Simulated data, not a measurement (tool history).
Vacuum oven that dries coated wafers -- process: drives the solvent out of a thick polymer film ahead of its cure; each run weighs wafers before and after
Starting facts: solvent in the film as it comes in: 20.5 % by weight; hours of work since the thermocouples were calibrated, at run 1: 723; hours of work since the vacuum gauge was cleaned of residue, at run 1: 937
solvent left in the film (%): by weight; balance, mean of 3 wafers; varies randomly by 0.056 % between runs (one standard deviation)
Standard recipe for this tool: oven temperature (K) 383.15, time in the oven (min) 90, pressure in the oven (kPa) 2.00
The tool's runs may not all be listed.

run,day,oven temperature (K),time in the oven (min),pressure in the oven (kPa),hours of work since the thermocouples were calibrated,hours of work since the vacuum gauge was cleaned of residue,solvent left in the film (%)
1,0.000,383.15,90,2.00,723,937,2.60
2,0.667,383.15,90,2.00,735,949,2.59
3,2.004,383.15,90,2.00,759,973,2.63
4,3.133,383.15,90,2.00,779,994,2.66
5,3.975,383.15,90,2.00,794,1009,2.66
6,4.925,383.15,90,2.00,811,1026,2.52
7,5.888,383.15,90,2.00,829,1043,2.77
8,6.883,383.15,90,2.00,847,1061,2.72
9,7.642,383.15,90,2.00,860,1075,2.65
10,8.642,383.15,90,2.00,878,1093,2.67
11,9.817,383.15,90,2.00,899,1114,2.69
12,10.917,383.15,90,2.00,919,1134,2.61
13,12.083,383.15,90,2.00,940,1155,2.60
14,13.158,383.15,90,2.00,959,1174,2.66
15,14.067,375.15,90,2.00,976,1190,4.59
16,15.283,375.15,90,2.00,998,1212,4.58
17,16.125,375.15,90,2.00,1013,1227,4.65
18,17.388,383.15,90,2.00,1036,1250,2.62
19,18.279,383.15,118,2.00,1052,1266,2.07
20,19.175,383.15,118,2.00,1068,1282,2.18
21,19.779,383.15,118,2.00,1079,1293,2.14
22,20.762,383.15,118,2.00,1096,1311,2.01
23,21.375,383.15,118,2.00,1107,1322,2.14
24,22.554,383.15,118,2.00,1129,1343,2.17
# day 23.196: oven's thermocouples calibrated
25,23.754,383.15,118,2.00,10,1363,2.24
26,24.662,380.15,75,4.37,26,1379,5.86
27,25.450,375.15,56,1.42,41,1394,7.11
28,26.333,375.15,56,1.42,56,1409,7.13
29,27.092,375.15,56,1.42,70,1423,7.13
30,27.958,380.15,89,3.85,86,1439,4.76
31,28.908,383.15,106,2.77,103,1456,2.95
32,30.075,382.15,106,3.70,124,1477,3.83
33,30.754,382.15,109,4.11,136,1489,4.01
34,31.900,386.15,118,1.32,157,1510,1.37
35,32.821,386.15,118,1.32,173,1526,1.50
36,34.104,390.15,87,6.57,196,1549,4.13
37,34.896,373.15,90,1.39,210,1564,5.31
38,35.933,373.15,90,1.39,229,1582,5.32
39,36.517,390.15,123,4.58,240,1593,2.90
40,37.217,368.15,56,2.00,252,1605,9.96
41,38.012,390.15,133,2.00,267,1620,1.44
42,38.733,388.15,53,2.00,279,1632,3.78
43,39.496,383.15,105,2.00,293,1646,2.46
44,40.412,396.15,53,4.06,310,1663,2.81
45,41.379,396.15,118,2.65,327,1680,1.58
46,42.212,369.15,90,2.00,342,1695,7.14
47,43.488,379.15,90,2.00,365,1718,3.98

Hidden state or all else? Some run-to-run changes of solvent left in the film (%), split into what the settings, what came in and random variation would give without the hidden state, and what is left for the hidden state (with any gauge scatter that isn't in both results):
Unlogged tool condition in this case: true wafer temperature over the reading, C; true pressure over the reading, kPa; drift of the gauge itself on solvent_pct, %.
Run 36 -> 37: oven temperature (K) 390.15 -> 373.15, time in the oven (min) 87 -> 90, pressure in the oven (kPa) 6.57 -> 1.39. solvent left in the film (%) +1.18: hidden state +0.21, all else +0.97.
Run 38 -> 39: oven temperature (K) 373.15 -> 390.15, time in the oven (min) 90 -> 123, pressure in the oven (kPa) 1.39 -> 4.58. solvent left in the film (%) -2.42: hidden state -0.19, all else -2.23.
Run 39 -> 40: oven temperature (K) 390.15 -> 368.15, time in the oven (min) 123 -> 56, pressure in the oven (kPa) 4.58 -> 2.00. solvent left in the film (%) +7.06: hidden state +0.13, all else +6.93.
Run 40 -> 41: oven temperature (K) 368.15 -> 390.15, time in the oven (min) 56 -> 133. solvent left in the film (%) -8.52: hidden state -0.13, all else -8.39.
Run 45 -> 46: oven temperature (K) 396.15 -> 369.15, time in the oven (min) 118 -> 90, pressure in the oven (kPa) 2.65 -> 2.00. solvent left in the film (%) +5.56: hidden state +0.31, all else +5.25.
